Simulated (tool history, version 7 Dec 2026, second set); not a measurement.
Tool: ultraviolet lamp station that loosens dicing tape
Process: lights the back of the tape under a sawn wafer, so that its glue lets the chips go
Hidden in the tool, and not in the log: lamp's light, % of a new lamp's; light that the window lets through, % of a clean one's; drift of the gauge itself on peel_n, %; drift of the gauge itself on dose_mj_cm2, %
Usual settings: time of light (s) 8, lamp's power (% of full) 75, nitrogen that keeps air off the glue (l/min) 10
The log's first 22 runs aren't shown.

run    hour  time of light (s)  lamp's power (% of full)  nitrogen that keeps air off the glue (l/min)  hours of work of the lamp  hours of work since the window was cleaned  force that peels the tape off (N)  light that reached the tape (mJ/cm²)
 23  1481.0                 11                        64                                            10                        878                                         198                              0.796                                   462
     1494.3  -- lamp changed
 24  1553.5                  9                        75                                             6                         35                                         240                              0.856                                   549
 25  1602.2                  9                        77                                             4                         64                                         269                              1.021                                   545
 26  1639.0                  8                        91                                            10                         86                                         291                              0.539                                   566
 27  1700.0                 14                        75                                            10                        122                                         327                              0.317                                   810
 28  1737.2                  5                        75                                            10                        144                                         349                              1.648                                   282
 29  1776.1                  8                        87                                            10                        167                                         372                              0.612                                   517
 30  1834.1                  6                        96                                             9                        202                                         406                              0.986                                   422
     1853.2  -- window cleaned of glue's vapour
 31  1916.3                 12                        96                                            12                        250                                          37                              0.252                                   938
 32  1965.8                 12                        95                                            11                        279                                          67                              0.253                                   913
 33  2039.6                 12                        95                                            11                        323                                         111                              0.262                                   887
 34  2118.9                 12                        95                                            11                        370                                         158                              0.277                                   870
 35  2190.7                  7                        79                                            15                        413                                         200                              0.779                                   407
 36  2248.3                  7                        86                                             8                        447                                         234                              0.976                                   440
 37  2324.1                  7                        86                                             8                        492                                         279                              0.978                                   427
 38  2389.7                  6                        79                                             7                        531                                         318                              1.596                                   336
 39  2456.3                 12                        80                                            10                        570                                         358                              0.420                                   660
 40  2519.5                  4                        85                                            10                        608                                         395                              2.079                                   224
     2552.7  -- window cleaned of glue's vapour
 41  2599.2                  8                        76                                            18                        655                                          28                              0.608                                   443
 42  2635.1                  8                        76                                             5                        676                                          49                              1.305                                   435
 43  2712.7                 12                        73                                             8                        722                                          95                              0.551                                   616
 44  2783.5                 11                        68                                             8                        764                                         137                              0.765                                   514

3 ways to go on from here, each from the tool as it stands after run 44. What would each give?
  A  2852.0                 10                        92                                             8                        805                                         177                                  ?                                     ?
  B  2852.0                  7                        64                                             8                        805                                         177                                  ?                                     ?
  C  2852.0                  8                        83                                            10                        805                                         177                                  ?                                     ?

run  force that peels the tape off (N)  light that reached the tape (mJ/cm²)
  A                              0.555                                   614
  B                              1.714                                   298
  C                              0.848                                   444
Without the tool's hidden state the same runs would have given:
run  force that peels the tape off (N)  light that reached the tape (mJ/cm²)
  A                              0.352                                   810
  B                              1.161                                   393
  C                              0.522                                   584
